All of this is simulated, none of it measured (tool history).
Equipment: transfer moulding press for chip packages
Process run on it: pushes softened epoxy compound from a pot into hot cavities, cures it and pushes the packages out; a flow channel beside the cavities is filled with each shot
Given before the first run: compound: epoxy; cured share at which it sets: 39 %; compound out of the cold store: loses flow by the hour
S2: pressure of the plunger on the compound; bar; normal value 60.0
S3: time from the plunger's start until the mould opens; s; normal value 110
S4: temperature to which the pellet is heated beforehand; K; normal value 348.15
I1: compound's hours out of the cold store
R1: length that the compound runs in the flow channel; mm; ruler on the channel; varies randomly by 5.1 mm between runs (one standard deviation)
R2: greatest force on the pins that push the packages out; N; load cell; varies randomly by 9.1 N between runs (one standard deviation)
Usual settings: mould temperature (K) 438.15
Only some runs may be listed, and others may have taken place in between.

Run 1, hour 0.0: usual settings; I1 27.7. Result: R1 862 mm, R2 589 N.
Run 2, hour 11.6: usual settings; I1 25.4. Result: R1 872 mm, R2 601 N.
Run 3, hour 27.4: usual settings but S3 123 s; I1 23.8. Result: R1 883 mm, R2 563 N.
At hour 33.9: cavities cleaned with cleaning compound and waxed.
Run 4, hour 38.4: usual settings but S3 123 s; I1 37.9. Result: R1 835 mm, R2 347 N.
Run 5, hour 54.3: usual settings but S2 55.9 bar; I1 11.8. Result: R1 897 mm, R2 505 N.
Run 6, hour 63.9: usual settings but S2 69.2 bar; I1 16.1. Result: R1 967 mm, R2 532 N.
Run 7, hour 83.9: usual settings but S2 69.2 bar; I1 14.2. Result: R1 976 mm, R2 614 N.
Run 8, hour 95.6: usual settings; I1 8.3. Result: R1 920 mm, R2 652 N.
At hour 101.6: cavities cleaned with cleaning compound and waxed.
Run 9, hour 115.1: usual settings but S3 118 s; I1 25.2. Result: R1 853 mm, R2 409 N.
Run 10, hour 130.1: usual settings but S3 118 s; I1 16.1. Result: R1 892 mm, R2 471 N.
Run 11, hour 148.8: usual settings but S3 118 s; I1 17.4. Result: R1 886 mm, R2 529 N.
Run 12, hour 165.9: usual settings but S3 118 s; I1 26.4. Result: R1 839 mm, R2 570 N.
At hour 169.7: cavities cleaned with cleaning compound and waxed.
Run 13, hour 176.8: usual settings but S3 118 s; I1 36.3. Result: R1 814 mm, R2 401 N.
Run 14, hour 196.9: usual settings but S3 118 s; I1 41.4. Result: R1 786 mm, R2 468 N.
Run 15, hour 208.7: usual settings but S3 118 s; I1 44.1. Result: R1 775 mm, R2 518 N.
Run 16, hour 221.9: usual settings but S2 56.3 bar, S3 118 s, S4 347.15 K; I1 35.1. Result: R1 784 mm, R2 550 N.
At hour 229.3: plunger's sealing rings changed.
At hour 240.7: cavities cleaned with cleaning compound and waxed.
Run 17, hour 245.4: usual settings but S2 59.6 bar, S3 131 s; I1 46.9. Result: R1 837 mm, R2 355 N.
Run 18, hour 260.0: usual settings but S2 72.0 bar, S3 107 s, S4 346.15 K; I1 11.2. Result: R1 1064 mm, R2 525 N.
Run 19, hour 277.8: usual settings but S2 49.9 bar, S4 342.15 K; I1 42.0. Result: R1 779 mm, R2 557 N.
Run 20, hour 291.1: usual settings but mould temperature (K) 432.15, S2 49.9 bar, S4 342.15 K; I1 20.2. Result: R1 868 mm, R2 894 N.
At hour 309.1: cavities cleaned with cleaning compound and waxed.
Run 21, hour 312.6: usual settings but mould temperature (K) 432.15, S2 49.9 bar, S4 342.15 K; I1 38.6. Result: R1 798 mm, R2 588 N.
Run 22, hour 324.8: usual settings but mould temperature (K) 443.15, S4 342.15 K; I1 38.9. Result: R1 849 mm, R2 415 N.
Run 23, hour 343.5: usual settings but mould temperature (K) 443.15, S3 108 s, S4 342.15 K; I1 33.2. Result: R1 874 mm, R2 469 N.
Run 24, hour 357.0: usual settings but mould temperature (K) 434.15, S2 53.5 bar, S3 92 s, S4 345.15 K; I1 9.5. Result: R1 920 mm, R2 1218 N.
Run 25, hour 369.8: usual settings but S3 126 s, S4 350.15 K; I1 34.9. Result: R1 862 mm, R2 525 N.
At hour 377.7: cavities cleaned with cleaning compound and waxed.
Run 26, hour 391.2: usual settings but mould temperature (K) 436.15, S2 63.5 bar; I1 40.5. Result: R1 875 mm, R2 459 N.
Run 27, hour 408.1: usual settings but mould temperature (K) 436.15, S2 63.5 bar; I1 9.0. Result: R1 994 mm, R2 586 N.
Run 28, hour 422.5: usual settings but mould temperature (K) 436.15, S2 73.8 bar, S4 339.15 K; I1 19.0. Result: R1 1020 mm, R2 641 N.

Alternative continuations, all from the tool just after run 28; predict every row:
Run A, hour 435.0: usual settings but mould temperature (K) 440.15, S3 111 s, S4 353.15 K; I1 43.7. Result: R1 ?, R2 ?.
Run B, hour 435.0: usual settings but S2 64.8 bar; I1 25.3. Result: R1 ?, R2 ?.
Run C, hour 435.0: usual settings but mould temperature (K) 436.15, S2 47.7 bar, S3 94 s, S4 357.15 K; I1 12.9. Result: R1 ?, R2 ?.
Run D, hour 435.0: usual settings but S2 75.0 bar, S3 146 s, S4 355.15 K; I1 19.5. Result: R1 ?, R2 ?.
Run E, hour 435.0: usual settings but mould temperature (K) 436.15, S2 57.8 bar, S3 101 s, S4 344.15 K; I1 33.3. Result: R1 ?, R2 ?.

run    R1   R2
  A   817  531
  B   921  588
  C   831  932
  D  1030  467
  E   845  776
The same runs, with their run-to-run variation unchanged, on a tool lacking any hidden condition would have given:
run    R1   R2
  A   853  346
  B   961  389
  C   867  635
  D  1075  297
  E   882  527
